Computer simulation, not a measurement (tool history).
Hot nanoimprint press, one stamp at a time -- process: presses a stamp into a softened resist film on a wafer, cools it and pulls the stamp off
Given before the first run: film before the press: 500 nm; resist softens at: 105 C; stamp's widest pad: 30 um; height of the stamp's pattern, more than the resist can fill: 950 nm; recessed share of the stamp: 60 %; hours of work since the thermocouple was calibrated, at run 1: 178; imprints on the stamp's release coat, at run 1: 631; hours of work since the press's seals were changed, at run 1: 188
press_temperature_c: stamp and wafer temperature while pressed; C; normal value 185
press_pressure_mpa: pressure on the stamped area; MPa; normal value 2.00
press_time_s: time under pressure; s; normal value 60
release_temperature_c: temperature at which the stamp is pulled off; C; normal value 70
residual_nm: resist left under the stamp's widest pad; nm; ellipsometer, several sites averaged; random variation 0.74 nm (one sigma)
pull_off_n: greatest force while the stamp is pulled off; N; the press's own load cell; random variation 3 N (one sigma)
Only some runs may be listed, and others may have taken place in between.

run	hour	press_temperature_c	press_pressure_mpa	press_time_s	release_temperature_c	hours of work since the thermocouple was calibrated	imprints on the stamp's release coat	hours of work since the press's seals were changed	residual_nm	pull_off_n
1	0.0	185	2.00	60	70	178	631	188	225.5	172
2	9.4	185	2.00	60	70	183	650	193	226.2	174
3	18.0	185	2.00	60	70	187	668	197	226.7	181
4	25.9	185	2.00	107	70	191	685	201	178.6	184
5	33.0	185	2.00	107	70	195	700	205	178.7	183
6	45.9	185	2.00	107	70	202	727	212	178.2	176
7	53.7	185	2.00	60	70	206	743	216	224.4	181
8	62.9	185	2.00	60	70	211	762	221	225.3	182
9	71.1	185	1.99	60	70	215	779	225	225.8	183
10	78.1	177	2.00	60	70	219	794	229	285.0	189
11	88.4	185	2.00	47	70	224	815	234	246.2	182
12	94.8	185	2.00	31	70	228	829	238	286.4	185
13	104.9	185	2.00	60	70	233	850	243	224.9	181
14	112.0	185	2.32	60	70	237	865	247	211.9	186
15	123.1	175	2.00	60	70	243	888	253	301.4	187
16	130.7	175	2.00	60	60	247	904	257	301.1	248
17	139.8	174	1.41	60	70	251	923	261	346.5	189
18	145.4	195	1.83	96	55	254	935	264	140.2	283
19	154.7	195	1.83	96	55	259	954	269	141.0	284
20	167.4	195	1.83	96	55	266	981	276	141.1	277
21	180.6	195	1.83	96	55	273	1008	283	140.5	278
22	189.6	183	2.59	85	55	278	1027	288	185.9	273
23	201.5	183	2.59	85	55	284	1052	294	185.2	285
24	209.7	175	1.34	60	70	288	1069	298	340.7	196
25	219.5	178	2.00	110	73	293	1090	303	220.8	181
26	225.6	191	2.37	60	70	297	1102	307	173.2	200
27	234.3	191	2.37	60	70	301	1121	311	171.8	203
28	241.6	191	2.70	39	70	305	1136	315	193.3	205
29	248.3	193	2.46	39	70	309	1150	319	189.2	210
30	253.9	191	2.00	60	70	312	1162	322	186.4	201

4 ways to go on from here, each from the tool as it stands after run 30. What would each give?
A	261.1	196	2.41	60	70	315	1177	325	?	?
B	261.1	185	2.00	107	70	315	1177	325	?	?
C	261.1	189	1.50	60	73	315	1177	325	?	?
D	261.1	190	2.00	37	70	315	1177	325	?	?

run	residual_nm	pull_off_n
A	146.6	200
B	176.6	204
C	224.4	186
D	232.4	204
Take away the tool's hidden state, keep each run's random variation, and the runs would have read:
run	residual_nm	pull_off_n
A	149.6	140
B	181.2	144
C	229.7	132
D	237.3	144
